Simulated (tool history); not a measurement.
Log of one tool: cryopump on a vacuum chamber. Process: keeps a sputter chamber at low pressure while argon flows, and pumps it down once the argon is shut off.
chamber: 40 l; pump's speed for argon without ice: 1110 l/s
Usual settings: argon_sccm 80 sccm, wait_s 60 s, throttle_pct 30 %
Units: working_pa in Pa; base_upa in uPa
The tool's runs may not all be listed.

run,hour,argon_sccm,wait_s,throttle_pct,working_pa,base_upa
1,0,80,60,30,0.4133,2.54
2,15.1,80,60,30,0.4143,2.55
3,28.3,80,60,30,0.4125,2.53
4,37.2,80,60,30,0.4118,2.53
5,45.2,80,40,30,0.416,3.16
6,52.8,80,60,30,0.4158,2.58
7,62.4,80,60,30,0.4154,2.48
8,80.1,80,60,30,0.408,2.58
9,95.7,80,26,30,0.4119,4.37
10,114.1,80,26,30,0.412,4.29
11,131.3,80,26,30,0.4146,4.29
12,146.9,156,60,30,0.8121,2.56
13,156.2,156,60,30,0.8117,2.66
14,171.1,80,60,30,0.4161,2.68
15,189.3,80,60,30,0.4165,2.66
16,202.5,80,60,30,0.4172,2.67
17,211,80,60,30,0.4205,2.78
18,218.6,131,60,30,0.6845,2.78
19,236.7,131,60,30,0.6825,2.75
20,248,131,60,30,0.6823,2.74
21,262.9,131,60,30,0.6884,2.72
22,273.2,131,60,30,0.684,2.81
23,284.3,148,28,47,0.5053,4.21
24,298.3,148,28,47,0.5032,4.27
25,306.5,80,33,30,0.4178,3.83
26,321,130,178,30,0.679,1.97
27,336.2,74,60,30,0.3892,2.85
28,344.4,110,48,19,0.901,3.22
29,359.2,35,60,30,0.1849,2.87
30,375.3,69,74,43,0.2555,2.71
31,387.1,53,265,29,0.287,1.9
32,400.3,35,91,25,0.2207,2.44

Hidden state or all else? Some run-to-run changes of working_pa, split into what the settings, what came in and random variation would give without the hidden state, and what is left for the hidden state (with any gauge scatter that isn't in both results):
The hidden state here: pump's speed, % of a pump's without ice; cold plate's temperature, K; leak into the chamber, uPa l/s; drift of the gauge itself on working_pa, %; drift of the gauge itself on base_upa, %.
Run 11 -> 12: argon_sccm 80 -> 156, wait_s 26 -> 60. working_pa +0.3975 Pa: hidden state +0.0101, all else +0.3874.
Run 24 -> 25: argon_sccm 148 -> 80, wait_s 28 -> 33, throttle_pct 47 -> 30. working_pa -0.0854 Pa: hidden state -0.0108, all else -0.0746.
Run 27 -> 28: argon_sccm 74 -> 110, wait_s 60 -> 48, throttle_pct 30 -> 19. working_pa +0.5118 Pa: hidden state +0.0063, all else +0.5055.
Run 28 -> 29: argon_sccm 110 -> 35, wait_s 48 -> 60, throttle_pct 19 -> 30. working_pa -0.7161 Pa: hidden state -0.0127, all else -0.7034.
